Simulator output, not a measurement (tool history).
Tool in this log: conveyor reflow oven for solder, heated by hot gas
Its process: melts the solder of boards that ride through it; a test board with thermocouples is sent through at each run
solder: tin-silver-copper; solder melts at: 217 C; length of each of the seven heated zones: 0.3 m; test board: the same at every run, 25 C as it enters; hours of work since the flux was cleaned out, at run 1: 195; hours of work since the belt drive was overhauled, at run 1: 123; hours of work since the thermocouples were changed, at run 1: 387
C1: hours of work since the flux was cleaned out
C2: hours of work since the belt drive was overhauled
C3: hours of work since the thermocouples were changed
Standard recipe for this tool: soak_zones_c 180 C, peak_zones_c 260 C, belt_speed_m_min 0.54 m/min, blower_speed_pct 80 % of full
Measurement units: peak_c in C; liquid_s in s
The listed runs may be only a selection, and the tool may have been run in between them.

Run 1, hour 0: usual settings; C1 195; C2 123; C3 387. Result: peak_c 250.8 C, liquid_s 53 s.
Run 2, hour 62.9: usual settings; C1 235; C2 162; C3 427. Result: peak_c 251.1 C, liquid_s 52.7 s.
At hour 132.7: flux residue cleaned out of gas plates and filters.
Run 3, hour 134.8: usual settings; C1 1; C2 204; C3 469. Result: peak_c 251.6 C, liquid_s 53.2 s.
Run 4, hour 175.9: usual settings; C1 27; C2 230; C3 495. Result: peak_c 250.3 C, liquid_s 52.2 s.
Run 5, hour 232.8: usual settings; C1 63; C2 266; C3 531. Result: peak_c 251.2 C, liquid_s 52.7 s.
Run 6, hour 305.7: usual settings but belt_speed_m_min 0.507 m/min; C1 109; C2 312; C3 576. Result: peak_c 252.2 C, liquid_s 57.9 s.
Run 7, hour 346.9: usual settings but belt_speed_m_min 0.507 m/min; C1 135; C2 338; C3 602. Result: peak_c 251.9 C, liquid_s 57.1 s.
Run 8, hour 416.2: usual settings but peak_zones_c 253 C; C1 178; C2 381; C3 646. Result: peak_c 244.8 C, liquid_s 48.8 s.
At hour 442.4: thermocouples of zones 6 and 7 changed.
Run 9, hour 480.1: usual settings but peak_zones_c 253 C; C1 217; C2 420; C3 24. Result: peak_c 244.5 C, liquid_s 48.4 s.
Run 10, hour 533.4: usual settings but peak_zones_c 253 C; C1 251; C2 454; C3 57. Result: peak_c 244.2 C, liquid_s 48.9 s.
At hour 575.4: flux residue cleaned out of gas plates and filters.
Run 11, hour 588.7: usual settings but peak_zones_c 253 C; C1 8; C2 485; C3 89. Result: peak_c 244.3 C, liquid_s 48.6 s.
Run 12, hour 664.1: usual settings but peak_zones_c 253 C; C1 56; C2 533; C3 136. Result: peak_c 244.4 C, liquid_s 49.2 s.
Run 13, hour 740.9: usual settings; C1 104; C2 581; C3 185. Result: peak_c 251.2 C, liquid_s 52.8 s.
Run 14, hour 797.7: usual settings; C1 140; C2 617; C3 220. Result: peak_c 251.1 C, liquid_s 53.1 s.
Run 15, hour 851.1: usual settings; C1 173; C2 650; C3 254. Result: peak_c 250.8 C, liquid_s 52.9 s.
Run 16, hour 916: usual settings but soak_zones_c 169 C, peak_zones_c 272 C, belt_speed_m_min 0.534 m/min, blower_speed_pct 66 % of full; C1 214; C2 691; C3 295. Result: peak_c 259.4 C, liquid_s 53.9 s.
Run 17, hour 965.8: usual settings but soak_zones_c 169 C, peak_zones_c 264 C, belt_speed_m_min 0.534 m/min, blower_speed_pct 64 % of full; C1 245; C2 722; C3 326. Result: peak_c 251.2 C, liquid_s 49.5 s.
At hour 1015.5: flux residue cleaned out of gas plates and filters.
Run 18, hour 1015.5: usual settings but soak_zones_c 169 C, peak_zones_c 264 C, belt_speed_m_min 0.534 m/min, blower_speed_pct 64 % of full; C1 0; C2 750; C3 354. Result: peak_c 251.7 C, liquid_s 50.1 s.
Run 19, hour 1065.3: usual settings but soak_zones_c 177 C, peak_zones_c 263 C, belt_speed_m_min 0.592 m/min, blower_speed_pct 52 % of full; C1 31; C2 782; C3 385. Result: peak_c 246.9 C, liquid_s 42.9 s.
Run 20, hour 1110.2: usual settings but soak_zones_c 177 C, peak_zones_c 263 C, belt_speed_m_min 0.589 m/min, blower_speed_pct 84 % of full; C1 60; C2 810; C3 414. Result: peak_c 252 C, liquid_s 47 s.
Run 21, hour 1176: usual settings but soak_zones_c 178 C, peak_zones_c 255 C, belt_speed_m_min 0.589 m/min, blower_speed_pct 61 % of full; C1 101; C2 851; C3 455. Result: peak_c 242 C, liquid_s 40.4 s.
Run 22, hour 1246.9: usual settings but soak_zones_c 176 C; C1 146; C2 896; C3 500. Result: peak_c 250.1 C, liquid_s 51.1 s.
Run 23, hour 1311.8: usual settings but soak_zones_c 177 C, blower_speed_pct 76 % of full; C1 186; C2 937; C3 540. Result: peak_c 249.7 C, liquid_s 51.4 s.
Run 24, hour 1344.1: usual settings but soak_zones_c 169 C, peak_zones_c 270 C, belt_speed_m_min 0.583 m/min, blower_speed_pct 85 % of full; C1 207; C2 957; C3 561. Result: peak_c 257.9 C, liquid_s 48 s.
Run 25, hour 1401.2: usual settings but soak_zones_c 173 C, blower_speed_pct 84 % of full; C1 243; C2 993; C3 597. Result: peak_c 250.6 C, liquid_s 50.7 s.
At hour 1454.6: flux residue cleaned out of gas plates and filters.
Run 26, hour 1482.8: usual settings but soak_zones_c 175 C; C1 18; C2 1041; C3 645. Result: peak_c 250.8 C, liquid_s 51.4 s.
At hour 1511.3: thermocouples of zones 6 and 7 changed.
Run 27, hour 1528.7: usual settings but soak_zones_c 175 C; C1 45; C2 1069; C3 11. Result: peak_c 250 C, liquid_s 50.8 s.
Run 28, hour 1596.7: usual settings but soak_zones_c 175 C; C1 88; C2 1112; C3 54. Result: peak_c 250.1 C, liquid_s 50.9 s.
Run 29, hour 1635: usual settings but soak_zones_c 175 C; C1 112; C2 1136; C3 78. Result: peak_c 249.8 C, liquid_s 50.2 s.
Run 30, hour 1713.3: usual settings but soak_zones_c 175 C; C1 161; C2 1185; C3 127. Result: peak_c 250 C, liquid_s 50.6 s.

4 ways to go on from here, each from the tool as it stands after run 30. What would each give?
Run A, hour 1769.7: usual settings but soak_zones_c 187 C, blower_speed_pct 57 % of full; C1 197; C2 1220; C3 163. Result: peak_c ?, liquid_s ?.
Run B, hour 1769.7: usual settings but soak_zones_c 189 C; C1 197; C2 1220; C3 163. Result: peak_c ?, liquid_s ?.
Run C, hour 1769.7: usual settings but soak_zones_c 175 C, belt_speed_m_min 0.48 m/min, blower_speed_pct 87 % of full; C1 197; C2 1220; C3 163. Result: peak_c ?, liquid_s ?.
Run D, hour 1769.7: usual settings but soak_zones_c 166 C, peak_zones_c 269 C; C1 197; C2 1220; C3 163. Result: peak_c ?, liquid_s ?.

run  peak_c  liquid_s
  A   249.6      53.2
  B   251.8      56.6
  C   252.8      60.3
  D   257.4      52.1
With the hidden condition removed and each run's random variation left untouched, the same runs would have given:
run  peak_c  liquid_s
  A   249.6      53.1
  B   251.9      56.5
  C   252.8      60.2
  D   257.4        52

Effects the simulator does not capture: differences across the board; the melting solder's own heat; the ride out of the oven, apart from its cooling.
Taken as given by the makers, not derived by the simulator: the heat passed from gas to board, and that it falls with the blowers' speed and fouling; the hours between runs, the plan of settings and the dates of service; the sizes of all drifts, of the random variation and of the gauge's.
